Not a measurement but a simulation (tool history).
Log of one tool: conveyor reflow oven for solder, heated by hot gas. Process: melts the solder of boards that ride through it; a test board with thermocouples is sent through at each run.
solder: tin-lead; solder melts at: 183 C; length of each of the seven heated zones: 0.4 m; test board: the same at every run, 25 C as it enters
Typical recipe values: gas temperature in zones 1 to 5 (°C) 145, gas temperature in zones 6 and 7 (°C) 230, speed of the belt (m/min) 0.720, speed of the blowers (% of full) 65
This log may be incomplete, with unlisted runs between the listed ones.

run,day,gas temperature in zones 1 to 5 (°C),gas temperature in zones 6 and 7 (°C),speed of the belt (m/min),speed of the blowers (% of full),highest temperature of the board (°C),time above the solder's melting point (s)
1,0.000,145,230,0.720,65,218.6,53.7
2,0.404,145,223,0.720,65,212.6,49.0
3,1.233,145,225,0.720,65,214.2,50.5
4,1.596,145,225,0.720,65,214.2,50.4
5,2.338,145,225,0.720,65,214.0,50.4
6,2.775,145,225,0.796,65,211.4,42.8
7,3.542,145,225,0.796,65,210.7,42.4
8,4.079,145,242,0.720,65,228.7,59.2
9,4.812,145,242,0.720,65,228.5,58.7
10,5.642,145,242,0.720,65,228.7,58.6
11,6.296,142,242,0.720,58,225.2,56.1
12,6.854,157,245,0.627,56,234.6,75.7
13,7.688,157,245,0.627,56,234.6,76.1
# day 8.154: thermocouples of zones 6 and 7 changed
14,8.542,150,230,0.721,71,216.3,54.0
15,9.146,150,230,0.721,71,216.4,53.9
16,9.979,145,231,0.813,65,210.6,41.2
17,10.696,142,231,0.743,65,213.1,46.8

5 ways to go on from here, each from the tool as it stands after run 17. What would each give?
A,11.321,145,226,0.720,65,?,?
B,11.321,142,230,0.848,65,?,?
C,11.321,145,224,0.835,57,?,?
D,11.321,151,231,0.700,61,?,?
E,11.321,139,231,0.854,66,?,?

run,highest temperature of the board (°C),time above the solder's melting point (s)
A,210.6,47.4
B,207.9,35.9
C,201.5,31.0
D,215.6,54.8
E,207.8,35.1
Had the tool no hidden state, the same runs would have come out as:
run,highest temperature of the board (°C),time above the solder's melting point (s)
A,212.0,48.6
B,209.8,37.5
C,203.0,32.7
D,216.8,55.5
E,209.8,36.7
